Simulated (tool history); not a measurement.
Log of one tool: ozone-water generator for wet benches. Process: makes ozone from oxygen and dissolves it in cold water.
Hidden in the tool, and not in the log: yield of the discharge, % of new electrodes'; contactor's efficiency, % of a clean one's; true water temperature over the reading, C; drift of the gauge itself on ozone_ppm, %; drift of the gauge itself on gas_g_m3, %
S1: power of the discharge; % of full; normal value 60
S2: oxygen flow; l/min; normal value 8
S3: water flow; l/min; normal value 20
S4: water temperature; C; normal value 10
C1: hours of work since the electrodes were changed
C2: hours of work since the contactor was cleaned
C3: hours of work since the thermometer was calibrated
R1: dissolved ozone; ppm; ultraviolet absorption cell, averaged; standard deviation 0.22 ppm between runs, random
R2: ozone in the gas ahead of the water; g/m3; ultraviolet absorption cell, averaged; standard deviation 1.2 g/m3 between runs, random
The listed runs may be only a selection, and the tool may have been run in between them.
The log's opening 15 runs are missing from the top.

run 16 day=28.262 | S1=85 S2=8 S3=20 S4=10 | C1=776 C2=3661 C3=829 | R1=37.1 R2=243.1
run 17 day=30.325 | S1=85 S2=8 S3=20 S4=10 | C1=811 C2=3696 C3=865 | R1=37.1 R2=241.7
run 18 day=32.5 | S1=60 S2=5.79 S3=26 S4=13 | C1=848 C2=3733 C3=902 | R1=22.9 R2=238
run 19 day=34.433 | S1=60 S2=5.79 S3=26 S4=13 | C1=880 C2=3766 C3=934 | R1=23 R2=238.4
-- day=34.625 water thermometer calibrated
run 20 day=36.183 | S1=60 S2=5.79 S3=26 S4=13 | C1=910 C2=3795 C3=26 | R1=23.1 R2=237.3
run 21 day=37.512 | S1=60 S2=14.14 S3=26 S4=7 | C1=932 C2=3818 C3=49 | R1=25.2 R2=148.7
run 22 day=38.95 | S1=63 S2=10.83 S3=19 S4=9 | C1=957 C2=3842 C3=74 | R1=32.4 R2=174.5
run 23 day=40.329 | S1=63 S2=10.83 S3=19 S4=9 | C1=980 C2=3866 C3=97 | R1=32 R2=172.4
run 24 day=41.633 | S1=42 S2=8.89 S3=14 S4=9 | C1=1002 C2=3888 C3=119 | R1=33.3 R2=154.8
run 25 day=43.617 | S1=56 S2=5.42 S3=14 S4=7 | C1=1036 C2=3921 C3=153 | R1=40.9 R2=235.2
run 26 day=45.671 | S1=91 S2=6.91 S3=20 S4=10 | C1=1071 C2=3956 C3=188 | R1=38.3 R2=267.9
-- day=47.038 water thermometer calibrated, once more
run 27 day=47.433 | S1=91 S2=6.91 S3=20 S4=10 | C1=1101 C2=3986 C3=7 | R1=38.2 R2=267.1
run 28 day=50.046 | S1=91 S2=6.91 S3=20 S4=10 | C1=1145 C2=4030 C3=51 | R1=37.9 R2=266
run 29 day=51.525 | S1=60 S2=11.01 S3=30 S4=10 | C1=1170 C2=4055 C3=76 | R1=21.3 R2=165.7
run 30 day=53.096 | S1=60 S2=11.01 S3=30 S4=10 | C1=1197 C2=4082 C3=103 | R1=20.9 R2=167.2
run 31 day=54.488 | S1=68 S2=6.78 S3=19 S4=15 | C1=1221 C2=4106 C3=127 | R1=31.1 R2=230.8
run 32 day=55.696 | S1=68 S2=10.05 S3=19 S4=15 | C1=1241 C2=4126 C3=147 | R1=30.1 R2=187.9
run 33 day=58.329 | S1=68 S2=5.58 S3=27 S4=15 | C1=1286 C2=4171 C3=192 | R1=22.4 R2=253.9
run 34 day=60.346 | S1=68 S2=5.58 S3=27 S4=15 | C1=1320 C2=4205 C3=226 | R1=22.2 R2=256.7

Predict each of these 3 candidate next runs independently; none follows another, all start after run 34:
run A day=62.683 | S1=68 S2=10.05 S3=20 S4=15 | C1=1360 C2=4245 C3=266 | R1=? R2=?
run B day=62.683 | S1=60 S2=8 S3=30 S4=9 | C1=1360 C2=4245 C3=266 | R1=? R2=?
run C day=62.683 | S1=68 S2=10.17 S3=27 S4=15 | C1=1360 C2=4245 C3=266 | R1=? R2=?

run=A R1=29.3 R2=184.7
run=B R1=20.7 R2=193.4
run=C R1=22.8 R2=183.9
What these runs would have given with no unlogged condition in the tool:
run=A R1=32.4 R2=196.6
run=B R1=23.1 R2=205
run=C R1=25.4 R2=195.8
